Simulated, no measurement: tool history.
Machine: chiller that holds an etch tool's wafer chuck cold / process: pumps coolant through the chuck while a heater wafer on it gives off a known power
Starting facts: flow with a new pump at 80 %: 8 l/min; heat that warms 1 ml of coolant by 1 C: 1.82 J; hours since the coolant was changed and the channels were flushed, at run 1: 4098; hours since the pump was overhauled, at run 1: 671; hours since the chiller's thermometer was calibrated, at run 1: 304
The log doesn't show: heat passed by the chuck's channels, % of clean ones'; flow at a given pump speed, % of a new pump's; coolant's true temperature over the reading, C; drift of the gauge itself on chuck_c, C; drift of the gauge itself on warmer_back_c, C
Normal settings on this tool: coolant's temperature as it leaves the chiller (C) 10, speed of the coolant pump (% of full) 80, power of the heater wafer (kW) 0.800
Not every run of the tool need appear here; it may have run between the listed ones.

run	hour	coolant's temperature as it leaves the chiller (C)	speed of the coolant pump (% of full)	power of the heater wafer (kW)	hours since the coolant was changed and the channels were flushed	hours since the pump was overhauled	hours since the chiller's thermometer was calibrated	chuck's temperature once it has settled (C)	how much warmer the coolant comes back (C)
1	0.0	10	80	0.800	4098	671	304	16.1	3.37
2	33.3	10	80	0.800	4131	704	337	16.1	3.36
3	50.7	10	80	0.800	4149	722	355	16.1	3.38
4	65.9	10	80	0.800	4164	737	370	16.0	3.45
5	82.9	10	80	0.800	4181	754	387	16.1	3.41
6	111.8	10	80	0.800	4210	783	416	16.1	3.41
7	147.6	8	73	1.102	4246	818	451	16.7	5.13
8	179.6	13	80	0.446	4278	850	483	16.4	2.02
9	205.8	13	80	0.446	4304	877	510	16.4	2.10
10	232.8	13	80	0.446	4331	904	537	16.5	2.11
11	264.0	10	80	0.840	4362	935	568	16.3	3.74

Below are 4 alternative next runs, each starting from the tool's condition after run 11. Predict each:
A	299.5	10	80	0.587	4398	970	603	?	?
B	299.5	10	80	0.862	4398	970	603	?	?
C	299.5	6	80	0.840	4398	970	603	?	?
D	299.5	8	80	0.840	4398	970	603	?	?

run	chuck's temperature once it has settled (C)	how much warmer the coolant comes back (C)
A	14.5	2.76
B	16.5	4.00
C	12.3	3.80
D	14.3	3.75
Had the tool no hidden state, the same runs would have come out as:
run	chuck's temperature once it has settled (C)	how much warmer the coolant comes back (C)
A	14.5	2.43
B	16.5	3.67
C	12.3	3.47
D	14.3	3.42
